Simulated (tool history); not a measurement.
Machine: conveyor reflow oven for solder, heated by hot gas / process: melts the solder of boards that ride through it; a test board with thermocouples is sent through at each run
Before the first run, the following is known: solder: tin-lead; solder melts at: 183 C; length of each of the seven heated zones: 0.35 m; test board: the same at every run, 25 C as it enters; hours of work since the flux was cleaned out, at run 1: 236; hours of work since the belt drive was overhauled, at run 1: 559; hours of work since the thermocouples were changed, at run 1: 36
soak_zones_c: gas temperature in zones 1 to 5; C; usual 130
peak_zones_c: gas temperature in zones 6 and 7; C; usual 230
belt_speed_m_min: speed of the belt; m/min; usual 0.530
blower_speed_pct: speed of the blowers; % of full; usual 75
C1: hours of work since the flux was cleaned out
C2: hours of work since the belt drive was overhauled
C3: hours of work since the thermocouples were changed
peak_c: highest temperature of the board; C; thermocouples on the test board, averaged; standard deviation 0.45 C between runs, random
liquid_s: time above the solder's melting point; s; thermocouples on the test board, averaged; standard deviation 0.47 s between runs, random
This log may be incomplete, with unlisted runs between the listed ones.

Run 1, day 0.000: usual settings; C1 236; C2 559; C3 36. Result: peak_c 213.0 C, liquid_s 53.7 s.
Run 2, day 0.750: usual settings; C1 244; C2 566; C3 43. Result: peak_c 211.7 C, liquid_s 53.0 s.
Run 3, day 2.188: usual settings; C1 258; C2 580; C3 57. Result: peak_c 212.6 C, liquid_s 53.4 s.
Run 4, day 3.817: usual settings; C1 274; C2 596; C3 73. Result: peak_c 212.8 C, liquid_s 53.1 s.
Run 5, day 4.946: usual settings but soak_zones_c 142 C; C1 285; C2 607; C3 84. Result: peak_c 214.2 C, liquid_s 58.6 s.
Run 6, day 6.596: usual settings but soak_zones_c 142 C; C1 301; C2 623; C3 100. Result: peak_c 215.2 C, liquid_s 59.6 s.
At day 6.838: belt drive overhauled, speed set with a stopwatch.
Run 7, day 7.958: usual settings but soak_zones_c 141 C; C1 313; C2 11; C3 112. Result: peak_c 214.4 C, liquid_s 59.5 s.
Run 8, day 8.888: usual settings but soak_zones_c 142 C, belt_speed_m_min 0.637 m/min; C1 322; C2 20; C3 121. Result: peak_c 208.7 C, liquid_s 43.7 s.
Run 9, day 10.388: usual settings but soak_zones_c 142 C, peak_zones_c 232 C, belt_speed_m_min 0.496 m/min, blower_speed_pct 69 % of full; C1 336; C2 35; C3 136. Result: peak_c 217.1 C, liquid_s 67.1 s.
Run 10, day 11.725: usual settings but soak_zones_c 142 C, peak_zones_c 232 C, belt_speed_m_min 0.496 m/min, blower_speed_pct 69 % of full; C1 349; C2 48; C3 149. Result: peak_c 217.1 C, liquid_s 67.2 s.
Run 11, day 13.171: usual settings but soak_zones_c 142 C, peak_zones_c 232 C, belt_speed_m_min 0.496 m/min, blower_speed_pct 69 % of full; C1 364; C2 62; C3 163. Result: peak_c 217.3 C, liquid_s 67.1 s.

Here are 5 independent what-if runs from the current tool condition. What would each one return?
Run A, day 14.404: usual settings but soak_zones_c 145 C, peak_zones_c 232 C, belt_speed_m_min 0.602 m/min, blower_speed_pct 69 % of full; C1 376; C2 74; C3 175. Result: peak_c ?, liquid_s ?.
Run B, day 14.404: usual settings but soak_zones_c 118 C, peak_zones_c 232 C, belt_speed_m_min 0.496 m/min, blower_speed_pct 69 % of full; C1 376; C2 74; C3 175. Result: peak_c ?, liquid_s ?.
Run C, day 14.404: usual settings but belt_speed_m_min 0.460 m/min; C1 376; C2 74; C3 175. Result: peak_c ?, liquid_s ?.
Run D, day 14.404: usual settings but peak_zones_c 229 C, belt_speed_m_min 0.636 m/min; C1 376; C2 74; C3 175. Result: peak_c ?, liquid_s ?.
Run E, day 14.404: usual settings but peak_zones_c 229 C, belt_speed_m_min 0.450 m/min; C1 376; C2 74; C3 175. Result: peak_c ?, liquid_s ?.

run  peak_c  liquid_s
  A   210.8      50.4
  B   213.8      54.1
  C   216.7      67.2
  D   205.2      36.1
  E   216.4      69.3
Without the tool's hidden state the same runs would have given:
run  peak_c  liquid_s
  A   211.9      50.5
  B   215.0      54.4
  C   217.7      67.0
  D   206.6      37.1
  E   217.3      69.0

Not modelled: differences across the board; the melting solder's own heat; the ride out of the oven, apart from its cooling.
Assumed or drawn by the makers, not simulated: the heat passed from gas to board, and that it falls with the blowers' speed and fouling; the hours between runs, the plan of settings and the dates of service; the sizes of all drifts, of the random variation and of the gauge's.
